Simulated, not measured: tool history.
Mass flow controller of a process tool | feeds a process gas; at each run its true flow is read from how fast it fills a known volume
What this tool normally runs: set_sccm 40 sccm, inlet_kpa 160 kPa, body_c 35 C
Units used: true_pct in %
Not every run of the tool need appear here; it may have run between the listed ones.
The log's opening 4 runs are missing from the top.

run    hour  set_sccm  inlet_kpa  body_c  true_pct
  5   972.2        40        160      35      98.3
  6  1173.6        40        160      35     98.19
  7  1339.8        40        160      35     98.19
  8  1555.9        40        160      35     98.34
  9  1842.6        97        160      35     99.37
 10  2024.8        97        160      35      99.4
 11  2260.1        97        160      35     99.56
 12  2574.5        97        160      35     99.55
 13  2870.8        17        160      35     98.42
 14  3111.6        40        160      36     98.73
 15  3279.2        40        160      36     98.96
 16    3457        40        160      36     98.76
 17  3762.4        40        160      36     98.99
 18  3986.5        20        160      35      98.9
     4032.7  -- controller's zero set anew
 19  4165.3        40        200      35      99.3
 20  4383.2        40        160      40     98.69
 21  4528.5        40        196      40      98.9
 22  4821.4        40        209      40     98.82
 23  5067.3        40        209      40     98.94
 24  5295.6        59        160      35     99.96
 25  5543.1        17        259      35     99.46
 26  5737.5        90        234      22    102.25

What will run 27 give?
 27  5895.7        40        160      30         ?

true_pct: 100.35 %
Had the tool carried no hidden state, the very same run would have given true_pct 98.36 %.
